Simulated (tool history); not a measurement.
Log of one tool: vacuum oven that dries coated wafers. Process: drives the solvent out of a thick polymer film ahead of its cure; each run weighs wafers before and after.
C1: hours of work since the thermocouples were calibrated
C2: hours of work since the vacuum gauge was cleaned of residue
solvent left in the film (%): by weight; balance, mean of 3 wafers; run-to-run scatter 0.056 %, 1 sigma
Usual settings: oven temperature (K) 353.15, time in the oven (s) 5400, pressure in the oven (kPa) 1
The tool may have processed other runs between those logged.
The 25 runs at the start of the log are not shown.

{"run": 26, "hour": 625.5, "oven temperature (K)": 357.15, "time in the oven (s)": 6480, "pressure in the oven (kPa)": 1, "C1": 583, "C2": 239, "solvent left in the film (%)": 1.57}
{"run": 27, "hour": 649.7, "oven temperature (K)": 339.15, "time in the oven (s)": 2760, "pressure in the oven (kPa)": 2.18, "C1": 600, "C2": 256, "solvent left in the film (%)": 11.14}
{"run": 28, "hour": 674.4, "oven temperature (K)": 355.15, "time in the oven (s)": 5400, "pressure in the oven (kPa)": 1, "C1": 617, "C2": 273, "solvent left in the film (%)": 2.31}
{"run": 29, "hour": 700.1, "oven temperature (K)": 354.15, "time in the oven (s)": 8280, "pressure in the oven (kPa)": 1, "C1": 635, "C2": 291, "solvent left in the film (%)": 1.46}
{"run": 30, "hour": 723.5, "oven temperature (K)": 354.15, "time in the oven (s)": 8280, "pressure in the oven (kPa)": 1, "C1": 652, "C2": 308, "solvent left in the film (%)": 1.49}
{"run": 31, "hour": 749.7, "oven temperature (K)": 345.15, "time in the oven (s)": 2880, "pressure in the oven (kPa)": 1.65, "C1": 670, "C2": 326, "solvent left in the film (%)": 8.7}
{"run": 32, "hour": 780.5, "oven temperature (K)": 362.15, "time in the oven (s)": 2880, "pressure in the oven (kPa)": 3.43, "C1": 692, "C2": 348, "solvent left in the film (%)": 4.73}
{"run": 33, "hour": 803.0, "oven temperature (K)": 351.15, "time in the oven (s)": 4800, "pressure in the oven (kPa)": 3.43, "C1": 708, "C2": 364, "solvent left in the film (%)": 5.91}
{"run": 34, "hour": 829.8, "oven temperature (K)": 351.15, "time in the oven (s)": 6840, "pressure in the oven (kPa)": 2.39, "C1": 727, "C2": 383, "solvent left in the film (%)": 3.68}
{"run": 35, "hour": 858.8, "oven temperature (K)": 361.15, "time in the oven (s)": 5400, "pressure in the oven (kPa)": 1, "C1": 747, "C2": 403, "solvent left in the film (%)": 1.43}
{"run": 36, "hour": 873.8, "oven temperature (K)": 361.15, "time in the oven (s)": 3000, "pressure in the oven (kPa)": 1, "C1": 758, "C2": 414, "solvent left in the film (%)": 3.41}

3 options for the next run, each taken on its own from the tool as it stands now. Forecast them:
{"run": "A", "hour": 896.9, "oven temperature (K)": 361.15, "time in the oven (s)": 3000, "pressure in the oven (kPa)": 0.74, "C1": 774, "C2": 430, "solvent left in the film (%)": "?"}
{"run": "B", "hour": 896.9, "oven temperature (K)": 350.15, "time in the oven (s)": 6720, "pressure in the oven (kPa)": 0.85, "C1": 774, "C2": 430, "solvent left in the film (%)": "?"}
{"run": "C", "hour": 896.9, "oven temperature (K)": 354.15, "time in the oven (s)": 5760, "pressure in the oven (kPa)": 0.65, "C1": 774, "C2": 430, "solvent left in the film (%)": "?"}

run=A solvent_left_in_the_film_(%)=3.25
run=B solvent_left_in_the_film_(%)=2.46
run=C solvent_left_in_the_film_(%)=2.1
Had the tool no hidden state, the same runs would have come out as:
run=A solvent_left_in_the_film_(%)=2.96
run=B solvent_left_in_the_film_(%)=2.11
run=C solvent_left_in_the_film_(%)=1.8
